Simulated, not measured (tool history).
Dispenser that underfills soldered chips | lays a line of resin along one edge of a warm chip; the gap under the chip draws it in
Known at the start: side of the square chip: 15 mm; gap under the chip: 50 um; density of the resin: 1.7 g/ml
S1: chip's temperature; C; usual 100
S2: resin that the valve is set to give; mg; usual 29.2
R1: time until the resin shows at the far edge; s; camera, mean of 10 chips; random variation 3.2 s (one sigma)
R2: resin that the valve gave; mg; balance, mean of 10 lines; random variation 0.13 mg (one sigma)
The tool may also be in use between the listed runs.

| run | day | S1 | S2 | R1 | R2 |
|---|---|---|---|---|---|
| 1 | 0.000 | 100 | 29.2 | 443.2 | 28.26 |
|  | 0.096 | new syringe of resin |
| 2 | 0.325 | 100 | 29.2 | 408.2 | 28.15 |
|  | 0.492 | new syringe of resin |
| 3 | 0.558 | 100 | 29.2 | 332.2 | 27.92 |
| 4 | 0.762 | 90 | 29.2 | 610.6 | 28.09 |
|  | 0.892 | new syringe of resin |
| 5 | 0.992 | 90 | 29.2 | 526.0 | 28.12 |
| 6 | 1.233 | 100 | 29.2 | 467.1 | 27.91 |
|  | 1.275 | new syringe of resin |
| 7 | 1.575 | 100 | 29.2 | 445.0 | 27.65 |
|  | 1.667 | new syringe of resin |
| 8 | 1.888 | 100 | 29.2 | 398.1 | 27.65 |
|  | 2.067 | new syringe of resin |
| 9 | 2.183 | 100 | 29.2 | 362.4 | 27.57 |
|  | 2.458 | new syringe of resin |
| 10 | 2.529 | 100 | 29.2 | 334.1 | 27.80 |
| 11 | 2.667 | 100 | 29.2 | 403.2 | 27.55 |
|  | 2.850 | new syringe of resin |
| 12 | 2.871 | 100 | 29.2 | 316.6 | 27.38 |
| 13 | 3.142 | 100 | 29.2 | 428.8 | 27.46 |
|  | 3.254 | new syringe of resin |
| 14 | 3.446 | 100 | 29.2 | 390.9 | 27.38 |
|  | 3.646 | new syringe of resin |
| 15 | 3.692 | 100 | 29.2 | 331.5 | 26.98 |
| 16 | 3.833 | 100 | 29.2 | 391.4 | 27.34 |
| 17 | 4.004 | 100 | 29.2 | 469.8 | 27.35 |
|  | 4.038 | new syringe of resin |
| 18 | 4.262 | 100 | 26.5 | 406.8 | 24.54 |
|  | 4.433 | new syringe of resin |
| 19 | 4.433 | 97 | 25.2 | 371.0 | 23.13 |
|  | 4.521 | dispensing valve cleaned and set on the balance |
| 20 | 4.758 | 93 | 30.1 | 556.1 | 30.09 |
|  | 4.862 | new syringe of resin |
| 21 | 5.033 | 93 | 30.1 | 490.3 | 29.88 |
|  | 5.246 | new syringe of resin |
| 22 | 5.308 | 111 | 30.1 | 223.6 | 29.83 |
| 23 | 5.600 | 92 | 26.2 | 646.6 | 25.98 |
|  | 5.642 | new syringe of resin |
| 24 | 5.821 | 95 | 36.8 | 444.2 | 36.57 |
| 25 | 5.996 | 93 | 31.6 | 574.0 | 31.31 |
|  | 6.033 | new syringe of resin |
| 26 | 6.246 | 93 | 31.6 | 499.0 | 31.24 |
|  | 6.425 | new syringe of resin |
| 27 | 6.529 | 93 | 31.6 | 457.4 | 31.03 |
| 28 | 6.771 | 114 | 31.2 | 273.6 | 30.37 |
|  | 6.808 | new syringe of resin |
| 29 | 7.000 | 99 | 37.4 | 383.0 | 36.55 |
|  | 7.217 | new syringe of resin |
| 30 | 7.225 | 99 | 37.4 | 313.8 | 36.46 |
| 31 | 7.479 | 108 | 34.8 | 297.8 | 33.90 |
|  | 7.608 | new syringe of resin |
| 32 | 7.829 | 113 | 35.4 | 238.3 | 34.44 |
|  | 8.004 | new syringe of resin |
| 33 | 8.154 | 95 | 35.4 | 421.0 | 34.23 |
|  | 8.412 | new syringe of resin |
| 34 | 8.508 | 106 | 31.8 | 281.0 | 30.68 |
| 35 | 8.683 | 106 | 27.5 | 336.9 | 26.56 |

Measured less the same run without the tool's hidden state. The same run-to-run variation is in both; the gauge's scatter may not be:
The hidden state here: resin's viscosity, % of fresh resin's; dose that the valve gives, % of what is set; true chip temperature over the reading, C; drift of the gauge itself on fill_s, %; drift of the gauge itself on given_mg, %.
| run | R1 | R2 |
|---|---|---|
| 1 | +123.2 | -0.93 |
| 2 | +93.2 | -1.01 |
| 3 | +19.6 | -1.07 |
| 4 | +150.0 | -1.13 |
| 5 | +59.0 | -1.20 |
| 6 | +149.2 | -1.26 |
| 7 | +124.4 | -1.33 |
| 8 | +86.2 | -1.42 |
| 9 | +45.1 | -1.50 |
| 10 | +26.1 | -1.60 |
| 11 | +84.6 | -1.63 |
| 12 | +2.4 | -1.68 |
| 13 | +112.3 | -1.76 |
| 14 | +71.8 | -1.84 |
| 15 | +17.0 | -1.88 |
| 16 | +73.5 | -1.95 |
| 17 | +153.7 | -1.99 |
| 18 | +85.9 | -1.85 |
| 19 | +6.2 | -1.78 |
| 20 | +144.9 | -0.02 |
| 21 | +77.1 | -0.10 |
| 22 | +13.9 | -0.18 |
| 23 | +205.3 | -0.22 |
| 24 | +67.0 | -0.39 |
| 25 | +170.8 | -0.38 |
| 26 | +93.4 | -0.45 |
| 27 | +45.3 | -0.52 |
| 28 | +84.9 | -0.57 |
| 29 | +59.9 | -0.77 |
| 30 | -5.8 | -0.83 |
| 31 | +69.1 | -0.85 |
| 32 | +46.9 | -0.98 |
| 33 | +50.5 | -1.06 |
| 34 | +26.5 | -1.07 |
| 35 | +86.6 | -0.97 |

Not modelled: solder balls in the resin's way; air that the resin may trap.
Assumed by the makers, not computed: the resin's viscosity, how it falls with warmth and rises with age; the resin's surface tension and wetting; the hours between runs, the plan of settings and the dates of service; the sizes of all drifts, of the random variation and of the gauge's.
